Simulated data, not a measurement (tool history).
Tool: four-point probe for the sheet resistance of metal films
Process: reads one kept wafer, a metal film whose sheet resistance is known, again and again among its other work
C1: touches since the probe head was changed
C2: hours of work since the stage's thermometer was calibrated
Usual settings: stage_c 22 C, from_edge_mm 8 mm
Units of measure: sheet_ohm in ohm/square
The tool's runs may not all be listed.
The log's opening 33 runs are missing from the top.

Run 34, hour 1607.2: usual settings but stage_c 32 C, from_edge_mm 28 mm; C1 97846; C2 569. Result: sheet_ohm 0.062762 ohm/square.
Run 35, hour 1661.0: usual settings but stage_c 32 C, from_edge_mm 28 mm; C1 99582; C2 611. Result: sheet_ohm 0.062781 ohm/square.
Run 36, hour 1704.0: usual settings but stage_c 34 C, from_edge_mm 35 mm; C1 100969; C2 644. Result: sheet_ohm 0.062779 ohm/square.
Run 37, hour 1762.1: usual settings but stage_c 34 C, from_edge_mm 35 mm; C1 102847; C2 689. Result: sheet_ohm 0.062760 ohm/square.
Run 38, hour 1819.3: usual settings but stage_c 34 C, from_edge_mm 27 mm; C1 104693; C2 734. Result: sheet_ohm 0.062757 ohm/square.
Run 39, hour 1858.1: usual settings but stage_c 34 C, from_edge_mm 27 mm; C1 105946; C2 764. Result: sheet_ohm 0.062760 ohm/square.
Run 40, hour 1925.4: usual settings but from_edge_mm 18 mm; C1 108117; C2 816. Result: sheet_ohm 0.062626 ohm/square.
Run 41, hour 1979.2: usual settings but from_edge_mm 18 mm; C1 109853; C2 858. Result: sheet_ohm 0.062637 ohm/square.
Run 42, hour 2048.3: usual settings but from_edge_mm 18 mm; C1 112085; C2 912. Result: sheet_ohm 0.062597 ohm/square.
Run 43, hour 2099.8: usual settings but from_edge_mm 18 mm; C1 113748; C2 952. Result: sheet_ohm 0.062624 ohm/square.
Run 44, hour 2161.8: usual settings but from_edge_mm 18 mm; C1 115750; C2 1000. Result: sheet_ohm 0.062584 ohm/square.

5 ways to go on from here, each from the tool as it stands after run 44. What would each give?
Run A, hour 2212.5: usual settings but stage_c 19 C; C1 117384; C2 1039. Result: sheet_ohm ?.
Run B, hour 2212.5: usual settings but stage_c 21 C; C1 117384; C2 1039. Result: sheet_ohm ?.
Run C, hour 2212.5: usual settings but from_edge_mm 7 mm; C1 117384; C2 1039. Result: sheet_ohm ?.
Run D, hour 2212.5: usual settings but stage_c 30 C, from_edge_mm 72 mm; C1 117384; C2 1039. Result: sheet_ohm ?.
Run E, hour 2212.5: usual settings but stage_c 19 C, from_edge_mm 4 mm; C1 117384; C2 1039. Result: sheet_ohm ?.

run  sheet_ohm
  A   0.062662
  B   0.062690
  C   0.062723
  D   0.062673
  E   0.063060
Take away the tool's hidden state, keep each run's random variation, and the runs would have read:
run  sheet_ohm
  A   0.063386
  B   0.063413
  C   0.063446
  D   0.063393
  E   0.063788
